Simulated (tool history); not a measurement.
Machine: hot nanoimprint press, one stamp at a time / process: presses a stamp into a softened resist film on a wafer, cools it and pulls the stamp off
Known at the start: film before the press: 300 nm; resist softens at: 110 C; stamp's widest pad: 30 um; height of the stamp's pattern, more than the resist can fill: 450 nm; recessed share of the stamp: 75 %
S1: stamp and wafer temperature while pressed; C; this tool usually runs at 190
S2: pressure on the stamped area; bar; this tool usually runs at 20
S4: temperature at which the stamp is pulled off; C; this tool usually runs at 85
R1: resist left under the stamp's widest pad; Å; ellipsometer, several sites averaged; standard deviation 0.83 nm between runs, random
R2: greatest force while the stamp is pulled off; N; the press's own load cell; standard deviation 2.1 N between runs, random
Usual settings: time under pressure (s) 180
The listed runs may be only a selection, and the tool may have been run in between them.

run 1 hour=0 | S1=190 S2=20 time_under_pressure_(s)=180 S4=85 | R1=1707 R2=133
run 2 hour=15.3 | S1=190 S2=20 time_under_pressure_(s)=145 S4=85 | R1=1811 R2=132
run 3 hour=48.1 | S1=190 S2=20 time_under_pressure_(s)=180 S4=85 | R1=1713 R2=133
-- hour=59.6 plate thermocouple calibrated
run 4 hour=86.2 | S1=190 S2=20 time_under_pressure_(s)=180 S4=85 | R1=1683 R2=134
-- hour=97.6 stamp cleaned and given a new release coat
run 5 hour=122.3 | S1=190 S2=20 time_under_pressure_(s)=180 S4=85 | R1=1696 R2=130
run 6 hour=158.8 | S1=196 S2=20 time_under_pressure_(s)=180 S4=85 | R1=1489 R2=128
run 7 hour=187.6 | S1=196 S2=20 time_under_pressure_(s)=180 S4=85 | R1=1503 R2=133
run 8 hour=203.1 | S1=190 S2=20 time_under_pressure_(s)=180 S4=85 | R1=1675 R2=130
run 9 hour=220 | S1=195 S2=20 time_under_pressure_(s)=180 S4=85 | R1=1520 R2=132
run 10 hour=243 | S1=190 S2=20 time_under_pressure_(s)=180 S4=85 | R1=1679 R2=129
run 11 hour=262.2 | S1=190 S2=20 time_under_pressure_(s)=180 S4=85 | R1=1669 R2=131
run 12 hour=286.6 | S1=190 S2=20 time_under_pressure_(s)=180 S4=85 | R1=1650 R2=133
run 13 hour=321.7 | S1=190 S2=20 time_under_pressure_(s)=163 S4=73 | R1=1700 R2=165
run 14 hour=337.1 | S1=194 S2=20 time_under_pressure_(s)=136 S4=91 | R1=1675 R2=115
-- hour=338.6 gauge calibrated
run 15 hour=357.7 | S1=194 S2=15 time_under_pressure_(s)=136 S4=89 | R1=1942 R2=119

Estimate the outcome of run 16 from the log above:
run 16 hour=378.6 | S1=201 S2=31.4 time_under_pressure_(s)=123 S4=74 | R1=? R2=?

Run 16 measured R1 1255 Å, R2 162 N.
Take away the tool's hidden state, keep the run-to-run variation as it was, and the same run would have given R1 1256 Å, R2 161 N.

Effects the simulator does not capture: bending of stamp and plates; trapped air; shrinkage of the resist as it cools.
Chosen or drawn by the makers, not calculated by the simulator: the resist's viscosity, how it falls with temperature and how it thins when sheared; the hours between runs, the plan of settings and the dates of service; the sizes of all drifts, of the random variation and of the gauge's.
